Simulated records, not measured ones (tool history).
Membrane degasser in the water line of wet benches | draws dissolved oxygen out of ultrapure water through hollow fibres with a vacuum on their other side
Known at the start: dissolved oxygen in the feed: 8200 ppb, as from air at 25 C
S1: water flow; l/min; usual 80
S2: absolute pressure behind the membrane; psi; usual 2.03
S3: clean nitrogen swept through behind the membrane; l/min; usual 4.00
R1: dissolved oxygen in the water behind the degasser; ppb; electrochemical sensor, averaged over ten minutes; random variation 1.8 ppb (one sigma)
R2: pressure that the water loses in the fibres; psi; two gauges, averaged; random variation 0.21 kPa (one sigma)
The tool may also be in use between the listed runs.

run    hour   S1    S2    S3      R1      R2
  1     0.0   80  2.03  4.00   465.2   7.369
  2    84.9   80  2.03  2.24   736.4   7.414
  3   165.5   80  2.03  4.00   464.8   7.333
  4   258.3   80  2.03  4.00   464.8   7.368
  5   396.0   80  2.03  4.00   464.1   7.358
  6   465.2   80  2.03  4.00   463.4   7.458
  7   552.9   80  2.03  4.00   462.8   7.368
  8   671.5   80  2.03  4.00   463.5   7.368
  9   806.7   80  2.03  1.77   876.3   7.356
 10   904.1   80  3.21  4.00   782.8   7.371
      917.9  -- vacuum gauge calibrated
 11  1005.6   50  2.03  4.00   307.5   4.672
 12  1150.2   50  2.03  4.00   305.9   4.595
 13  1214.5   50  2.03  4.00   305.9   4.630
 14  1326.8  112  4.64  3.87  1507.1  10.273
 15  1420.6   80  3.31  8.97   405.1   7.377
 16  1482.8   80  1.90  4.00   430.3   7.361
 17  1566.9  118  1.90  4.00   604.2  10.933
 18  1654.4  118  1.90  4.00   604.8  10.962
 19  1779.2   62  2.03  1.99   660.3   5.719
 20  1916.4   62  2.03  1.99   656.7   5.696
 21  1985.6   85  2.25  5.16   448.9   7.919
 22  2083.4   85  2.25  5.16   446.2   7.791
 23  2151.1   80  1.62  2.94   455.3   7.378

Forecast each of these 5 alternatives for the next run:
  A  2234.5   52  1.86  2.36   ?   ?
  B  2234.5   52  1.62  6.14   ?   ?
  C  2234.5   73  1.54  4.12   ?   ?
  D  2234.5   92  1.96  2.09   ?   ?
  E  2234.5  116  2.03  4.00   ?   ?

run     R1      R2
  A  446.5   4.788
  B  160.4   4.789
  C  293.6   6.766
  D  824.7   8.498
  E  643.0  10.705
Without the tool's hidden state the same runs would have given:
run     R1      R2
  A  446.5   4.786
  B  160.4   4.788
  C  293.6   6.765
  D  824.7   8.496
  E  642.9  10.702

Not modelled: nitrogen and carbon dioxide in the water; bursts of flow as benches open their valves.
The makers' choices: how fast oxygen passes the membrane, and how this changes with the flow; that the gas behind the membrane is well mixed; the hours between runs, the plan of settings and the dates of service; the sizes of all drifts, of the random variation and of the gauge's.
